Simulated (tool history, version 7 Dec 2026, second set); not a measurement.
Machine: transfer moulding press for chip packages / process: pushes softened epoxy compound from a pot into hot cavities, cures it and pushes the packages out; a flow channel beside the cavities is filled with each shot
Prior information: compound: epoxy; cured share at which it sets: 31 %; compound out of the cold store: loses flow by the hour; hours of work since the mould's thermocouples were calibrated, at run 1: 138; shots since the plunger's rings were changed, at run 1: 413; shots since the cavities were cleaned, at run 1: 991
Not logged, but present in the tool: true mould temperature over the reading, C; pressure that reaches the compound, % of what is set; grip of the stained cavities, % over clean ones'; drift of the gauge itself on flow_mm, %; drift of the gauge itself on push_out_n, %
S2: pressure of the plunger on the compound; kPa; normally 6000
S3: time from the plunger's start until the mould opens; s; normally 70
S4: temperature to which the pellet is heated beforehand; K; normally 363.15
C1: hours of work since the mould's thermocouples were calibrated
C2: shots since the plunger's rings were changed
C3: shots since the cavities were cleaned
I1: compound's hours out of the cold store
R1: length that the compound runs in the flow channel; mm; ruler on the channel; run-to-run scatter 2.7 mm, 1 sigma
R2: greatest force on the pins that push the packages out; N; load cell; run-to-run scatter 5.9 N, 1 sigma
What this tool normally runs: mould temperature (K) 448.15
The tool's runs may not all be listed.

{"run": 1, "day": 0.0, "mould temperature (K)": 448.15, "S2": 6000, "S3": 70, "S4": 363.15, "C1": 138, "C2": 413, "C3": 991, "I1": 47.7, "R1": 832, "R2": 300}
{"day": 0.783, "done": "cavities cleaned with cleaning compound and waxed"}
{"run": 2, "day": 1.604, "mould temperature (K)": 448.15, "S2": 6000, "S3": 70, "S4": 363.15, "C1": 155, "C2": 823, "C3": 218, "I1": 29.3, "R1": 923, "R2": 251}
{"run": 3, "day": 2.788, "mould temperature (K)": 448.15, "S2": 6000, "S3": 70, "S4": 363.15, "C1": 168, "C2": 1138, "C3": 533, "I1": 27.0, "R1": 935, "R2": 300}
{"run": 4, "day": 3.629, "mould temperature (K)": 448.15, "S2": 6000, "S3": 70, "S4": 363.15, "C1": 178, "C2": 1362, "C3": 757, "I1": 8.8, "R1": 1043, "R2": 332}
{"run": 5, "day": 4.975, "mould temperature (K)": 448.15, "S2": 6000, "S3": 70, "S4": 363.15, "C1": 193, "C2": 1721, "C3": 1116, "I1": 28.2, "R1": 924, "R2": 315}
{"day": 5.242, "done": "cavities cleaned with cleaning compound and waxed"}
{"run": 6, "day": 5.829, "mould temperature (K)": 448.15, "S2": 6000, "S3": 106, "S4": 363.15, "C1": 201, "C2": 1932, "C3": 156, "I1": 34.5, "R1": 888, "R2": 200}
{"run": 7, "day": 6.858, "mould temperature (K)": 448.15, "S2": 6000, "S3": 106, "S4": 363.15, "C1": 213, "C2": 2205, "C3": 429, "I1": 37.3, "R1": 869, "R2": 227}
{"run": 8, "day": 8.192, "mould temperature (K)": 448.15, "S2": 6000, "S3": 106, "S4": 363.15, "C1": 228, "C2": 2561, "C3": 785, "I1": 46.4, "R1": 822, "R2": 250}
{"day": 8.354, "done": "mould's thermocouples calibrated"}
{"run": 9, "day": 9.417, "mould temperature (K)": 455.15, "S2": 5760, "S3": 93, "S4": 356.15, "C1": 12, "C2": 2864, "C3": 1088, "I1": 13.2, "R1": 963, "R2": 256}

Run 10 has not been measured yet. What should we expect?
{"day": 9.838, "done": "cavities cleaned with cleaning compound and waxed"}
{"run": 10, "day": 10.929, "mould temperature (K)": 448.15, "S2": 6000, "S3": 70, "S4": 362.15, "C1": 28, "C2": 3251, "C3": 290, "I1": 8.3, "R1": "?", "R2": "?"}

{"run 10": {"R1": 1031, "R2": 288}}
Minus the tool's unlogged condition, the same run would have read R1 1063 mm, R2 229 N.

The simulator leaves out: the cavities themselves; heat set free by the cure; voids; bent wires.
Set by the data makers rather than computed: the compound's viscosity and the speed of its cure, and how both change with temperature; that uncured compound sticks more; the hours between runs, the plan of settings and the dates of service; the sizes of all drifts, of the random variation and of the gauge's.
